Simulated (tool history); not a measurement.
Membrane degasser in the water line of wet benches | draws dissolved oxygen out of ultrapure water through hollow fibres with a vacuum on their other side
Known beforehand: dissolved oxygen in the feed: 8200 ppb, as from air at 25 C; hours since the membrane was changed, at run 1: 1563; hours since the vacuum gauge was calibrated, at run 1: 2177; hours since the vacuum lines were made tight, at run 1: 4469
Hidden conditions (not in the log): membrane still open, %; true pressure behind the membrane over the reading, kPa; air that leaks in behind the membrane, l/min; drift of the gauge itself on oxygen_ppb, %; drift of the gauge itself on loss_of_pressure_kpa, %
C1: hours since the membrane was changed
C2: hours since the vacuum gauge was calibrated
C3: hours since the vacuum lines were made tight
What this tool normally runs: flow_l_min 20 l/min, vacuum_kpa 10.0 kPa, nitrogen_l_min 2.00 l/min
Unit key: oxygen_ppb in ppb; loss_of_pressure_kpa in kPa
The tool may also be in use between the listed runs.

Run 1, hour 0.0: usual settings; C1 1563; C2 2177; C3 4469. Result: oxygen_ppb 192.0 ppb, loss_of_pressure_kpa 33.19 kPa.
Run 2, hour 68.0: usual settings but flow_l_min 29 l/min; C1 1631; C2 2245; C3 4538. Result: oxygen_ppb 294.7 ppb, loss_of_pressure_kpa 48.24 kPa.
Run 3, hour 142.6: usual settings but flow_l_min 29 l/min; C1 1706; C2 2320; C3 4612. Result: oxygen_ppb 300.2 ppb, loss_of_pressure_kpa 48.05 kPa.
Run 4, hour 268.3: usual settings but vacuum_kpa 21.4 kPa; C1 1831; C2 2446; C3 4738. Result: oxygen_ppb 463.6 ppb, loss_of_pressure_kpa 33.37 kPa.
Run 5, hour 378.0: usual settings but nitrogen_l_min 2.85 l/min; C1 1941; C2 2555; C3 4847. Result: oxygen_ppb 151.3 ppb, loss_of_pressure_kpa 33.37 kPa.
Run 6, hour 440.6: usual settings but nitrogen_l_min 2.85 l/min; C1 2004; C2 2618; C3 4910. Result: oxygen_ppb 150.1 ppb, loss_of_pressure_kpa 33.61 kPa.
Run 7, hour 546.8: usual settings but nitrogen_l_min 2.85 l/min; C1 2110; C2 2724; C3 5016. Result: oxygen_ppb 154.2 ppb, loss_of_pressure_kpa 33.53 kPa.
Run 8, hour 699.0: usual settings but vacuum_kpa 20.6 kPa; C1 2262; C2 2876; C3 5168. Result: oxygen_ppb 445.6 ppb, loss_of_pressure_kpa 33.97 kPa.
Run 9, hour 838.3: usual settings but flow_l_min 14 l/min, vacuum_kpa 20.6 kPa; C1 2401; C2 3016; C3 5308. Result: oxygen_ppb 321.0 ppb, loss_of_pressure_kpa 23.69 kPa.
Run 10, hour 919.8: usual settings but nitrogen_l_min 3.09 l/min; C1 2483; C2 3097; C3 5389. Result: oxygen_ppb 143.2 ppb, loss_of_pressure_kpa 33.78 kPa.
Run 11, hour 988.2: usual settings; C1 2551; C2 3166; C3 5458. Result: oxygen_ppb 198.3 ppb, loss_of_pressure_kpa 33.43 kPa.
Run 12, hour 1117.5: usual settings; C1 2681; C2 3295; C3 5587. Result: oxygen_ppb 203.2 ppb, loss_of_pressure_kpa 33.89 kPa.
Run 13, hour 1266.2: usual settings; C1 2829; C2 3444; C3 5736. Result: oxygen_ppb 203.5 ppb, loss_of_pressure_kpa 34.11 kPa.
Run 14, hour 1367.6: usual settings; C1 2931; C2 3545; C3 5837. Result: oxygen_ppb 206.0 ppb, loss_of_pressure_kpa 34.05 kPa.
Run 15, hour 1506.2: usual settings; C1 3069; C2 3684; C3 5976. Result: oxygen_ppb 203.1 ppb, loss_of_pressure_kpa 34.07 kPa.
Run 16, hour 1594.0: usual settings but flow_l_min 18 l/min, vacuum_kpa 22.1 kPa, nitrogen_l_min 4.05 l/min; C1 3157; C2 3771; C3 6064. Result: oxygen_ppb 244.9 ppb, loss_of_pressure_kpa 30.68 kPa.
At hour 1619.1: seals of the vacuum lines changed.
Run 17, hour 1674.0: usual settings but nitrogen_l_min 3.50 l/min; C1 3235; C2 3849; C3 55. Result: oxygen_ppb 129.4 ppb, loss_of_pressure_kpa 33.86 kPa.
Run 18, hour 1753.7: usual settings but vacuum_kpa 6.7 kPa, nitrogen_l_min 1.17 l/min; C1 3315; C2 3929; C3 135. Result: oxygen_ppb 181.4 ppb, loss_of_pressure_kpa 34.08 kPa.
Run 19, hour 1828.5: usual settings but flow_l_min 24 l/min; C1 3390; C2 4004; C3 209. Result: oxygen_ppb 237.7 ppb, loss_of_pressure_kpa 40.93 kPa.
Run 20, hour 1947.9: usual settings but flow_l_min 15 l/min, nitrogen_l_min 0.81 l/min; C1 3509; C2 4123; C3 329. Result: oxygen_ppb 309.2 ppb, loss_of_pressure_kpa 26.06 kPa.
At hour 1958.4: vacuum gauge calibrated.
Run 21, hour 2043.0: usual settings but flow_l_min 15 l/min, nitrogen_l_min 0.81 l/min; C1 3604; C2 85; C3 423. Result: oxygen_ppb 312.2 ppb, loss_of_pressure_kpa 25.64 kPa.
Run 22, hour 2189.5: usual settings but flow_l_min 12 l/min, vacuum_kpa 9.3 kPa, nitrogen_l_min 2.56 l/min; C1 3750; C2 231; C3 570. Result: oxygen_ppb 84.8 ppb, loss_of_pressure_kpa 20.41 kPa.
Run 23, hour 2296.4: usual settings but flow_l_min 12 l/min, vacuum_kpa 9.3 kPa, nitrogen_l_min 2.56 l/min; C1 3857; C2 338; C3 677. Result: oxygen_ppb 86.8 ppb, loss_of_pressure_kpa 20.47 kPa.
Run 24, hour 2395.1: usual settings but flow_l_min 29 l/min, vacuum_kpa 9.3 kPa, nitrogen_l_min 2.33 l/min; C1 3956; C2 437; C3 775. Result: oxygen_ppb 267.9 ppb, loss_of_pressure_kpa 49.99 kPa.
Run 25, hour 2477.4: usual settings but flow_l_min 29 l/min, vacuum_kpa 9.3 kPa, nitrogen_l_min 2.33 l/min; C1 4038; C2 519; C3 858. Result: oxygen_ppb 269.9 ppb, loss_of_pressure_kpa 50.05 kPa.
Run 26, hour 2557.8: usual settings but flow_l_min 12 l/min, nitrogen_l_min 2.41 l/min; C1 4118; C2 599; C3 938. Result: oxygen_ppb 97.7 ppb, loss_of_pressure_kpa 20.90 kPa.
Run 27, hour 2620.1: usual settings but flow_l_min 14 l/min, nitrogen_l_min 2.41 l/min; C1 4181; C2 662; C3 1000. Result: oxygen_ppb 118.1 ppb, loss_of_pressure_kpa 24.23 kPa.
Run 28, hour 2703.5: usual settings but flow_l_min 14 l/min, vacuum_kpa 19.6 kPa, nitrogen_l_min 4.37 l/min; C1 4264; C2 745; C3 1084. Result: oxygen_ppb 147.2 ppb, loss_of_pressure_kpa 24.08 kPa.
Run 29, hour 2772.2: usual settings but flow_l_min 14 l/min, vacuum_kpa 19.6 kPa, nitrogen_l_min 4.37 l/min; C1 4333; C2 814; C3 1153. Result: oxygen_ppb 149.1 ppb, loss_of_pressure_kpa 24.38 kPa.

Entry by entry between the runs, the difference in hidden state between the last listed run before and the first listed run after:
Logged between run 16 and run 17: seals of the vacuum lines changed (hour 1619.1)
  membrane still open, %: 95.5 -> 95.4; air that leaks in behind the membrane, l/min: 0.0392 -> 0.0036
  difference, measured minus the result without the unlogged condition, oxygen_ppb: +21.4 -> +12.0 ppb; loss_of_pressure_kpa: +1.37 -> +1.55 kPa
Logged between run 20 and run 21: vacuum gauge calibrated (hour 1958.4)
  membrane still open, %: 95.1 -> 94.9; true pressure behind the membrane over the reading, kPa: 0.35 -> 0.56; air that leaks in behind the membrane, l/min: 0.0052 -> 0.0058
  difference, measured minus the result without the unlogged condition, oxygen_ppb: +19.2 -> +27.4 ppb; loss_of_pressure_kpa: +1.27 -> +1.30 kPa
